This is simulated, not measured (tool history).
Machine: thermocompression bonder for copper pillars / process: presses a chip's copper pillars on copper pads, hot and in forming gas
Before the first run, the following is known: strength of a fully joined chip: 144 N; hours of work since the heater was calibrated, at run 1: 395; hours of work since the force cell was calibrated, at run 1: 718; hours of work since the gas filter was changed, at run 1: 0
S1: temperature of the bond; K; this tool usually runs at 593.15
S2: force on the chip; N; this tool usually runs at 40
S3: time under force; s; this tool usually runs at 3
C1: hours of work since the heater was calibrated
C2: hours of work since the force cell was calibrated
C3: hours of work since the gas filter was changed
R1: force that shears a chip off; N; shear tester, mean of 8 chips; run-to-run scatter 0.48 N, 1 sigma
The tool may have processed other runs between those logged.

run,hour,S1,S2,S3,C1,C2,C3,R1
1,0.0,593.15,40,3,395,718,0,69.2
2,24.1,593.15,40,3,407,729,11,70.2
3,37.0,593.15,40,2,413,735,17,59.7
4,47.1,589.15,40,2,417,740,22,57.9
5,57.1,589.15,40,2,422,744,26,57.7
6,69.7,589.15,40,2,428,750,32,58.5
7,89.6,589.15,40,2,437,759,41,57.9
8,111.1,593.15,40,3,447,769,51,69.8
9,129.8,593.15,40,5,456,778,60,81.3
10,145.4,593.15,40,5,463,785,67,82.9
11,158.6,593.15,40,5,469,791,73,82.5
12,178.9,615.15,40,3,478,801,83,80.8
13,190.1,593.15,40,4,484,806,88,77.2
14,201.0,593.15,40,4,489,811,93,76.7
15,223.7,593.15,40,4,499,821,104,76.8
16,235.6,593.15,34,3,505,827,109,63.2
17,256.8,593.15,34,3,514,837,119,63.1
18,274.3,593.15,40,3,522,845,127,69.4
19,292.3,593.15,40,7,531,853,135,91.5
20,304.4,593.15,40,7,536,859,141,91.1
21,322.6,593.15,55,7,545,867,149,103.2
22,336.0,594.15,55,2,551,873,156,73.1
23,345.9,594.15,55,2,556,878,160,72.2
24,356.3,606.15,25,3,560,883,165,58.4
25,367.5,606.15,25,3,566,888,170,58.4
26,384.6,606.15,25,3,574,896,178,58.6
27,404.7,579.15,40,4,583,905,187,68.8
28,414.6,594.15,34,4,587,910,192,69.7
29,436.9,603.15,47,4,598,920,202,88.4
30,446.9,571.15,27,2,602,925,207,37.8

Run 31 has not been measured yet. What should we expect?
31,457.3,596.15,56,4,607,930,212,?

Run 31 produced R1 93.0 N.
The same run, on a tool lacking any hidden state, would have yielded R1 92.8 N.
